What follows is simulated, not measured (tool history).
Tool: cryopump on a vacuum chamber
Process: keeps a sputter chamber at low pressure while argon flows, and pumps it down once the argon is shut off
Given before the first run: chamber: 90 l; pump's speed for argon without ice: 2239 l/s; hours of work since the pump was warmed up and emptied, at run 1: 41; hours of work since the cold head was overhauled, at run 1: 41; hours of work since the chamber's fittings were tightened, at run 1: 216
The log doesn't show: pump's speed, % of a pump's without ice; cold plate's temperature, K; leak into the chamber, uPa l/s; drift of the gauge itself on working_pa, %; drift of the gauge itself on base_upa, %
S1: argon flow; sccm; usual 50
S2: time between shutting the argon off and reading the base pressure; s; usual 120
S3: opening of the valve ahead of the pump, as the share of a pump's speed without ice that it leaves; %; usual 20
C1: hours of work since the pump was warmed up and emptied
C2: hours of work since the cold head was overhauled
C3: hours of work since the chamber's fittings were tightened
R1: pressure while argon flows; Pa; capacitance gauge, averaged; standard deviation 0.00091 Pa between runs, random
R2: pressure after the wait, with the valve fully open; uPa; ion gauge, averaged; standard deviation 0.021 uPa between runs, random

Run 1, day 0.000: usual settings; C1 41; C2 41; C3 216. Result: R1 0.1911 Pa, R2 0.41 uPa.
Run 2, day 0.683: usual settings but S1 34 sccm; C1 50; C2 50; C3 226. Result: R1 0.1294 Pa, R2 0.46 uPa.
Run 3, day 1.300: usual settings but S1 34 sccm; C1 59; C2 59; C3 235. Result: R1 0.1288 Pa, R2 0.45 uPa.
Run 4, day 1.846: usual settings but S1 21 sccm; C1 67; C2 67; C3 242. Result: R1 0.0798 Pa, R2 0.49 uPa.
Run 5, day 2.679: usual settings but S1 21 sccm; C1 79; C2 79; C3 254. Result: R1 0.0799 Pa, R2 0.48 uPa.
Run 6, day 3.254: usual settings but S1 21 sccm; C1 87; C2 87; C3 263. Result: R1 0.0794 Pa, R2 0.45 uPa.
Run 7, day 4.512: usual settings but S2 45 s; C1 105; C2 105; C3 281. Result: R1 0.1882 Pa, R2 0.91 uPa.
Run 8, day 5.658: usual settings but S2 45 s; C1 122; C2 122; C3 297. Result: R1 0.1893 Pa, R2 0.85 uPa.
Run 9, day 6.550: usual settings but S1 32 sccm; C1 134; C2 134; C3 310. Result: R1 0.1212 Pa, R2 0.50 uPa.
Run 10, day 7.650: usual settings but S1 32 sccm; C1 150; C2 150; C3 325. Result: R1 0.1207 Pa, R2 0.47 uPa.
Run 11, day 8.450: usual settings but S1 22 sccm; C1 162; C2 162; C3 337. Result: R1 0.0843 Pa, R2 0.54 uPa.
Run 12, day 9.458: usual settings but S1 22 sccm; C1 176; C2 176; C3 351. Result: R1 0.0842 Pa, R2 0.50 uPa.
Run 13, day 10.392: usual settings but S2 22 s; C1 189; C2 189; C3 365. Result: R1 0.1906 Pa, R2 1.58 uPa.
Run 14, day 11.554: usual settings but S2 25 s; C1 206; C2 206; C3 381. Result: R1 0.1905 Pa, R2 1.43 uPa.
Run 15, day 12.379: usual settings but S2 25 s; C1 218; C2 218; C3 393. Result: R1 0.1891 Pa, R2 1.44 uPa.
Run 16, day 13.438: usual settings but S2 25 s; C1 233; C2 233; C3 408. Result: R1 0.1906 Pa, R2 1.48 uPa.
Run 17, day 14.154: usual settings but S2 25 s; C1 243; C2 243; C3 419. Result: R1 0.1906 Pa, R2 1.45 uPa.
Run 18, day 14.712: usual settings but S2 25 s; C1 251; C2 251; C3 427. Result: R1 0.1903 Pa, R2 1.45 uPa.
Run 19, day 15.883: usual settings but S1 88 sccm, S2 64 s, S3 56 %; C1 268; C2 268; C3 443. Result: R1 0.1212 Pa, R2 0.73 uPa.
Run 20, day 16.779: usual settings but S1 31 sccm; C1 281; C2 281; C3 456. Result: R1 0.1187 Pa, R2 0.52 uPa.
Run 21, day 17.483: usual settings but S1 31 sccm; C1 291; C2 291; C3 466. Result: R1 0.1182 Pa, R2 0.54 uPa.
Run 22, day 18.250: usual settings but S1 31 sccm; C1 302; C2 302; C3 477. Result: R1 0.1177 Pa, R2 0.58 uPa.
Run 23, day 19.258: usual settings but S1 23 sccm, S3 30 %; C1 316; C2 316; C3 492. Result: R1 0.0594 Pa, R2 0.58 uPa.
Run 24, day 19.900: usual settings but S2 116 s; C1 325; C2 325; C3 501. Result: R1 0.1915 Pa, R2 0.55 uPa.
Run 25, day 20.454: usual settings but S1 20 sccm, S2 190 s, S3 37 %; C1 333; C2 333; C3 509. Result: R1 0.0416 Pa, R2 0.51 uPa.
Run 26, day 21.304: usual settings but S1 37 sccm, S2 63 s, S3 22 %; C1 346; C2 346; C3 521. Result: R1 0.1292 Pa, R2 0.76 uPa.
Run 27, day 21.912: usual settings but S1 25 sccm, S2 21 s, S3 60 %; C1 354; C2 354; C3 530. Result: R1 0.0322 Pa, R2 1.78 uPa.
Run 28, day 22.525: usual settings but S1 25 sccm, S2 84 s, S3 41 %; C1 363; C2 363; C3 539. Result: R1 0.0460 Pa, R2 0.68 uPa.
Run 29, day 23.692: usual settings but S3 23 %; C1 380; C2 380; C3 555. Result: R1 0.1657 Pa, R2 0.59 uPa.
Run 30, day 24.900: usual settings but S1 24 sccm; C1 397; C2 397; C3 572. Result: R1 0.0927 Pa, R2 0.59 uPa.
Run 31, day 26.029: usual settings but S2 77 s, S3 22 %; C1 413; C2 413; C3 589. Result: R1 0.1741 Pa, R2 0.75 uPa.
Run 32, day 27.129: usual settings but S2 24 s, S3 22 %; C1 429; C2 429; C3 604. Result: R1 0.1748 Pa, R2 1.54 uPa.
Run 33, day 28.071: usual settings but S1 77 sccm, S2 37 s, S3 51 %; C1 443; C2 443; C3 618. Result: R1 0.1189 Pa, R2 1.12 uPa.
Run 34, day 29.192: usual settings but S1 83 sccm, S2 289 s, S3 49 %; C1 459; C2 459; C3 634. Result: R1 0.1330 Pa, R2 0.49 uPa.
Run 35, day 29.883: usual settings but S1 83 sccm, S2 289 s, S3 49 %; C1 468; C2 468; C3 644. Result: R1 0.1325 Pa, R2 0.50 uPa.

A few steps of R1 between consecutive runs. Split each: what settings, incoming material and random variation would produce without the hidden state, and what is left over for the hidden state, along with gauge scatter present in only one of the two compared results (measured, and without hidden state):
Run 18 -> 19: S1 50 -> 88, S2 25 -> 64, S3 20 -> 56. R1 -0.0691 Pa: hidden state +0.0016, all else -0.0707.
Run 19 -> 20: S1 88 -> 31, S2 64 -> 120, S3 56 -> 20. R1 -0.0025 Pa: hidden state -0.0023, all else -0.0002.
Run 23 -> 24: S1 23 -> 50, S2 120 -> 116, S3 30 -> 20. R1 +0.1321 Pa: hidden state +0.0014, all else +0.1307.
Run 24 -> 25: S1 50 -> 20, S2 116 -> 190, S3 20 -> 37. R1 -0.1499 Pa: hidden state -0.0015, all else -0.1484.
Run 28 -> 29: S1 25 -> 50, S2 84 -> 120, S3 41 -> 23. R1 +0.1197 Pa: hidden state +0.0014, all else +0.1183.
Run 32 -> 33: S1 50 -> 77, S2 24 -> 37, S3 22 -> 51. R1 -0.0559 Pa: hidden state +0.0018, all else -0.0577.
